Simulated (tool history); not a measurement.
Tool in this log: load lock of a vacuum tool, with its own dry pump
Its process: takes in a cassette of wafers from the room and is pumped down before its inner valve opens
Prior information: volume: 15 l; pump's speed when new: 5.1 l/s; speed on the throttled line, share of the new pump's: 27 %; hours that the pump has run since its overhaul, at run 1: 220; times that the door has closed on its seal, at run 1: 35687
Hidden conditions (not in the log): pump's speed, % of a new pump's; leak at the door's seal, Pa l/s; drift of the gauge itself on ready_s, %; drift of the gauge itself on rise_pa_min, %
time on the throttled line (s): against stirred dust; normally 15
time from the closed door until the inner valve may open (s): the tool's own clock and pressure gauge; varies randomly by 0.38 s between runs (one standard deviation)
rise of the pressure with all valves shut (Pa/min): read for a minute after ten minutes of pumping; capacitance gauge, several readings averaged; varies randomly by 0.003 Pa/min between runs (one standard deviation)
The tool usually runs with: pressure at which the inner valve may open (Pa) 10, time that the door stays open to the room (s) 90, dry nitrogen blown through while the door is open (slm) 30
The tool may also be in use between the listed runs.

| run | hour | time on the throttled line (s) | pressure at which the inner valve may open (Pa) | time that the door stays open to the room (s) | dry nitrogen blown through while the door is open (slm) | hours that the pump has run since its overhaul | times that the door has closed on its seal | incoming humidity of the room's air, % | time from the closed door until the inner valve may open (s) | rise of the pressure with all valves shut (Pa/min) |
|---|---|---|---|---|---|---|---|---|---|---|
| 1 | 0.0 | 15 | 10 | 90 | 30 | 220 | 35687 | 47.0 | 38.5 | 0.278 |
| 2 | 111.2 | 19 | 10 | 90 | 30 | 332 | 36104 | 42.5 | 40.9 | 0.285 |
| 3 | 195.0 | 19 | 10 | 90 | 30 | 415 | 36418 | 44.6 | 41.3 | 0.288 |
| 4 | 274.5 | 15 | 10 | 90 | 30 | 495 | 36716 | 48.0 | 38.8 | 0.302 |
| 5 | 381.3 | 15 | 10 | 90 | 30 | 602 | 37117 | 46.8 | 39.2 | 0.305 |
| 6 | 455.4 | 15 | 10 | 90 | 30 | 676 | 37394 | 45.1 | 38.2 | 0.297 |
| 7 | 541.4 | 15 | 10 | 90 | 30 | 762 | 37717 | 45.9 | 38.3 | 0.303 |
| 8 | 680.5 | 15 | 10 | 90 | 30 | 901 | 38238 | 47.3 | 39.0 | 0.312 |
| 9 | 803.5 | 15 | 10 | 90 | 30 | 1024 | 38700 | 44.0 | 38.2 | 0.327 |
| 10 | 892.9 | 15 | 10 | 194 | 30 | 1113 | 39034 | 45.6 | 38.3 | 0.328 |
| 11 | 1019.8 | 15 | 10 | 194 | 30 | 1240 | 39510 | 43.9 | 38.7 | 0.340 |
| 12 | 1134.7 | 15 | 10 | 194 | 30 | 1355 | 39941 | 43.4 | 39.0 | 0.338 |
| 13 | 1230.4 | 15 | 10 | 90 | 4 | 1451 | 40300 | 48.0 | 38.6 | 0.355 |
| 14 | 1351.6 | 15 | 10 | 90 | 7 | 1572 | 40754 | 42.2 | 38.3 | 0.364 |
| 15 | 1447.5 | 15 | 10 | 90 | 7 | 1668 | 41114 | 43.6 | 38.6 | 0.367 |
| 16 | 1516.7 | 15 | 10 | 90 | 7 | 1737 | 41373 | 43.0 | 38.7 | 0.366 |
| 17 | 1650.8 | 15 | 10 | 27 | 30 | 1871 | 41876 | 43.4 | 38.4 | 0.344 |
| 18 | 1781.6 | 15 | 10 | 27 | 30 | 2002 | 42367 | 49.3 | 38.7 | 0.359 |
| 19 | 1862.6 | 15 | 10 | 27 | 30 | 2083 | 42670 | 42.9 | 38.3 | 0.353 |
| 20 | 1993.0 | 15 | 10 | 27 | 30 | 2214 | 43159 | 42.6 | 38.8 | 0.364 |
| 21 | 2119.4 | 22 | 16 | 27 | 17 | 2340 | 43633 | 44.8 | 42.1 | 0.366 |
| 22 | 2181.8 | 22 | 8 | 27 | 17 | 2402 | 43867 | 45.3 | 44.5 | 0.375 |
| 23 | 2314.9 | 18 | 8 | 168 | 8 | 2535 | 44366 | 44.3 | 41.3 | 0.408 |
| 24 | 2453.5 | 19 | 12 | 90 | 6 | 2674 | 44886 | 41.0 | 41.4 | 0.409 |
| 25 | 2549.3 | 19 | 12 | 90 | 6 | 2770 | 45245 | 45.7 | 41.9 | 0.422 |
| 26 | 2651.7 | 30 | 10 | 90 | 12 | 2872 | 45629 | 44.2 | 50.1 | 0.416 |
| 27 | 2762.5 | 30 | 10 | 90 | 12 | 2983 | 46044 | 48.4 | 50.0 | 0.430 |
| 28 | 2903.3 | 30 | 10 | 90 | 6 | 3124 | 46572 | 44.4 | 48.8 | 0.439 |
| 29 | 3042.8 | 30 | 10 | 90 | 6 | 3263 | 47095 | 46.7 | 50.2 | 0.447 |
| 30 | 3163.9 | 30 | 10 | 90 | 6 | 3384 | 47549 | 49.2 | 49.7 | 0.449 |
| 31 | 3299.8 | 15 | 18 | 174 | 35 | 3520 | 48059 | 38.1 | 36.9 | 0.441 |
| 32 | 3424.8 | 27 | 14 | 94 | 16 | 3645 | 48527 | 47.0 | 46.0 | 0.457 |
| 33 | 3492.4 | 27 | 14 | 94 | 16 | 3713 | 48781 | 45.9 | 46.4 | 0.464 |
| 34 | 3549.5 | 27 | 14 | 94 | 16 | 3770 | 48995 | 45.5 | 46.5 | 0.456 |
| 35 | 3613.7 | 27 | 14 | 62 | 23 | 3834 | 49235 | 45.8 | 46.2 | 0.458 |
| 36 | 3725.7 | 27 | 14 | 62 | 23 | 3946 | 49655 | 42.6 | 46.9 | 0.460 |
| 37 | 3805.0 | 9 | 15 | 74 | 23 | 4025 | 49953 | 47.0 | 33.2 | 0.466 |

Below are 4 alternative next runs, each starting from the tool's condition after run 37. Predict each:
| A | 3872.9 | 9 | 7 | 74 | 23 | 4093 | 50207 | 45.5 | ? | ? |
| B | 3872.9 | 15 | 13 | 51 | 41 | 4093 | 50207 | 41.8 | ? | ? |
| C | 3872.9 | 15 | 10 | 90 | 19 | 4093 | 50207 | 42.3 | ? | ? |
| D | 3872.9 | 11 | 15 | 74 | 23 | 4093 | 50207 | 41.4 | ? | ? |

| run | time from the closed door until the inner valve may open (s) | rise of the pressure with all valves shut (Pa/min) |
|---|---|---|
| A | 35.7 | 0.470 |
| B | 38.3 | 0.459 |
| C | 39.2 | 0.472 |
| D | 34.7 | 0.465 |
With no hidden state in the tool, these same runs would have given:
| run | time from the closed door until the inner valve may open (s) | rise of the pressure with all valves shut (Pa/min) |
|---|---|---|
| A | 35.1 | 0.039 |
| B | 37.8 | 0.035 |
| C | 38.7 | 0.044 |
| D | 34.2 | 0.041 |

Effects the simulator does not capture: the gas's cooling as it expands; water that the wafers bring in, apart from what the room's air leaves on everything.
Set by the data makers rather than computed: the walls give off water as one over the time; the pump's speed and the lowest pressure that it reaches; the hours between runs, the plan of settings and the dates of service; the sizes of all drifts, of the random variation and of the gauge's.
